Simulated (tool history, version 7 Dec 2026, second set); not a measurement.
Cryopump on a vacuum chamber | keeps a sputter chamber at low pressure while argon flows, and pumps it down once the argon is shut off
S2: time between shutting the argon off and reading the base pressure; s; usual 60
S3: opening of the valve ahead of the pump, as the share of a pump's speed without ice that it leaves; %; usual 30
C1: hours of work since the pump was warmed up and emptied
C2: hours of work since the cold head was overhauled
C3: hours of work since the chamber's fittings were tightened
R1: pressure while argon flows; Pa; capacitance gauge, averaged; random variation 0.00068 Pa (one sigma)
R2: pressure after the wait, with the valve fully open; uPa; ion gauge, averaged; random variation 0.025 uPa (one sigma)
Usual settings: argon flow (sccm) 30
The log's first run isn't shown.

run 2 hour=69.1 | argon_flow_(sccm)=30 S2=60 S3=30 | C1=344 C2=787 C3=1254 | R1=0.1300 R2=3.54
run 3 hour=154.7 | argon_flow_(sccm)=30 S2=60 S3=30 | C1=387 C2=830 C3=1298 | R1=0.1344 R2=3.71
-- hour=217.7 pump warmed up, emptied and cooled again
run 4 hour=262.4 | argon_flow_(sccm)=30 S2=60 S3=23 | C1=23 C2=882 C3=1349 | R1=0.1518 R2=2.91
run 5 hour=349.7 | argon_flow_(sccm)=30 S2=60 S3=23 | C1=67 C2=926 C3=1394 | R1=0.1534 R2=3.11
run 6 hour=406.7 | argon_flow_(sccm)=30 S2=60 S3=23 | C1=96 C2=955 C3=1422 | R1=0.1541 R2=3.20
run 7 hour=479.0 | argon_flow_(sccm)=16 S2=60 S3=23 | C1=132 C2=992 C3=1459 | R1=0.0822 R2=3.30
run 8 hour=580.8 | argon_flow_(sccm)=16 S2=60 S3=23 | C1=184 C2=1043 C3=1510 | R1=0.0837 R2=3.51
run 9 hour=684.1 | argon_flow_(sccm)=30 S2=60 S3=59 | C1=236 C2=1095 C3=1563 | R1=0.0678 R2=3.78
run 10 hour=745.1 | argon_flow_(sccm)=30 S2=60 S3=59 | C1=267 C2=1126 C3=1594 | R1=0.0691 R2=3.75
run 11 hour=793.9 | argon_flow_(sccm)=30 S2=60 S3=59 | C1=291 C2=1151 C3=1618 | R1=0.0693 R2=3.89
-- hour=821.6 leaking fittings of the chamber tightened, without venting
run 12 hour=909.4 | argon_flow_(sccm)=27 S2=60 S3=59 | C1=349 C2=1208 C3=44 | R1=0.0660 R2=1.23
run 13 hour=974.2 | argon_flow_(sccm)=27 S2=60 S3=59 | C1=382 C2=1241 C3=77 | R1=0.0685 R2=1.31
-- hour=1053.2 pump warmed up, emptied and cooled again
run 14 hour=1084.8 | argon_flow_(sccm)=27 S2=60 S3=59 | C1=16 C2=1295 C3=131 | R1=0.0535 R2=1.24
run 15 hour=1193.7 | argon_flow_(sccm)=27 S2=60 S3=59 | C1=71 C2=1350 C3=186 | R1=0.0543 R2=1.31
run 16 hour=1261.3 | argon_flow_(sccm)=27 S2=60 S3=59 | C1=105 C2=1384 C3=220 | R1=0.0568 R2=1.36
run 17 hour=1373.4 | argon_flow_(sccm)=56 S2=60 S3=59 | C1=162 C2=1440 C3=276 | R1=0.1193 R2=1.49
run 18 hour=1463.9 | argon_flow_(sccm)=56 S2=60 S3=59 | C1=208 C2=1486 C3=322 | R1=0.1221 R2=1.51
run 19 hour=1565.1 | argon_flow_(sccm)=19 S2=27 S3=32 | C1=259 C2=1537 C3=373 | R1=0.0751 R2=2.67
run 20 hour=1640.3 | argon_flow_(sccm)=22 S2=77 S3=30 | C1=297 C2=1575 C3=411 | R1=0.0920 R2=1.59
run 21 hour=1686.4 | argon_flow_(sccm)=22 S2=27 S3=38 | C1=320 C2=1599 C3=435 | R1=0.0754 R2=2.89
run 22 hour=1764.9 | argon_flow_(sccm)=18 S2=217 S3=59 | C1=360 C2=1638 C3=474 | R1=0.0434 R2=1.32
run 23 hour=1856.5 | argon_flow_(sccm)=18 S2=217 S3=59 | C1=406 C2=1685 C3=521 | R1=0.0449 R2=1.46
-- hour=1885.4 pump warmed up, emptied and cooled again
run 24 hour=1965.6 | argon_flow_(sccm)=30 S2=60 S3=23 | C1=41 C2=1737 C3=573 | R1=0.1522 R2=1.79
run 25 hour=2036.1 | argon_flow_(sccm)=30 S2=60 S3=23 | C1=76 C2=1773 C3=609 | R1=0.1539 R2=1.81

Forecast run 26:
run 26 hour=2150.1 | argon_flow_(sccm)=58 S2=84 S3=30 | C1=134 C2=1831 C3=667 | R1=? R2=?

{"run 26": {"R1": 0.2307, "R2": 1.71}}
Without the tool's hidden state the same run would have given R1 0.2207 Pa, R2 0.76 uPa.
